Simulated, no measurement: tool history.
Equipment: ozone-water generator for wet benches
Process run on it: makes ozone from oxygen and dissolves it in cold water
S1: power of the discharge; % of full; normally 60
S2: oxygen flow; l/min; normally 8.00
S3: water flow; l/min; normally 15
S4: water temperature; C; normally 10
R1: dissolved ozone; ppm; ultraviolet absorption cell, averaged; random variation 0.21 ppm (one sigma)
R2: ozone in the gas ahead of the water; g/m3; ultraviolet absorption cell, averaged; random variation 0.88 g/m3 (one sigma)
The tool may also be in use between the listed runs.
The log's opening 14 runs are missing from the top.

{"run": 15, "hour": 317.5, "S1": 49, "S2": 8.0, "S3": 15, "S4": 10, "R1": 26.4, "R2": 137.8}
{"run": 16, "hour": 340.1, "S1": 60, "S2": 8.0, "S3": 15, "S4": 10, "R1": 30.6, "R2": 162.1}
{"hour": 357.2, "done": "gauge calibrated"}
{"run": 17, "hour": 357.4, "S1": 72, "S2": 4.69, "S3": 13, "S4": 8, "R1": 43.3, "R2": 264.3}
{"run": 18, "hour": 387.5, "S1": 90, "S2": 8.0, "S3": 15, "S4": 10, "R1": 43.0, "R2": 225.1}
{"run": 19, "hour": 417.2, "S1": 60, "S2": 7.47, "S3": 15, "S4": 10, "R1": 31.0, "R2": 172.4}
{"run": 20, "hour": 438.3, "S1": 60, "S2": 7.47, "S3": 15, "S4": 10, "R1": 30.7, "R2": 172.3}
{"run": 21, "hour": 451.7, "S1": 60, "S2": 8.0, "S3": 14, "S4": 10, "R1": 32.5, "R2": 166.4}
{"run": 22, "hour": 474.8, "S1": 60, "S2": 8.0, "S3": 15, "S4": 15, "R1": 28.4, "R2": 164.2}
{"run": 23, "hour": 497.1, "S1": 60, "S2": 8.0, "S3": 15, "S4": 15, "R1": 28.1, "R2": 163.2}
{"hour": 509.2, "done": "water thermometer calibrated"}
{"run": 24, "hour": 514.7, "S1": 55, "S2": 11.55, "S3": 23, "S4": 12, "R1": 19.4, "R2": 121.2}
{"run": 25, "hour": 528.9, "S1": 47, "S2": 11.55, "S3": 15, "S4": 12, "R1": 22.4, "R2": 106.5}
{"run": 26, "hour": 549.4, "S1": 41, "S2": 11.55, "S3": 12, "S4": 5, "R1": 26.8, "R2": 96.8}
{"run": 27, "hour": 565.5, "S1": 97, "S2": 5.75, "S3": 12, "S4": 5, "R1": 60.4, "R2": 290.4}
{"run": 28, "hour": 578.5, "S1": 59, "S2": 6.38, "S3": 15, "S4": 10, "R1": 31.7, "R2": 183.4}
{"run": 29, "hour": 610.0, "S1": 90, "S2": 10.27, "S3": 15, "S4": 6, "R1": 43.6, "R2": 191.2}
{"run": 30, "hour": 635.8, "S1": 60, "S2": 8.0, "S3": 17, "S4": 8, "R1": 29.0, "R2": 163.2}
{"run": 31, "hour": 656.6, "S1": 60, "S2": 8.0, "S3": 17, "S4": 8, "R1": 29.2, "R2": 161.7}
{"run": 32, "hour": 676.1, "S1": 97, "S2": 4.13, "S3": 15, "S4": 7, "R1": 50.3, "R2": 350.8}

4 options for the next run, each taken on its own from the tool as it stands now. Forecast them:
{"run": "A", "hour": 699.6, "S1": 60, "S2": 8.0, "S3": 17, "S4": 7, "R1": "?", "R2": "?"}
{"run": "B", "hour": 699.6, "S1": 72, "S2": 9.77, "S3": 15, "S4": 7, "R1": "?", "R2": "?"}
{"run": "C", "hour": 699.6, "S1": 60, "S2": 4.52, "S3": 13, "S4": 10, "R1": "?", "R2": "?"}
{"run": "D", "hour": 699.6, "S1": 89, "S2": 4.13, "S3": 15, "S4": 8, "R1": "?", "R2": "?"}

run=A R1=29.9 R2=161.0
run=B R1=36.2 R2=163.4
run=C R1=36.6 R2=228.8
run=D R1=46.5 R2=329.6
With no hidden state in the tool, these same runs would have given:
run=A R1=29.9 R2=165.5
run=B R1=36.3 R2=168.0
run=C R1=36.7 R2=235.2
run=D R1=46.5 R2=338.8
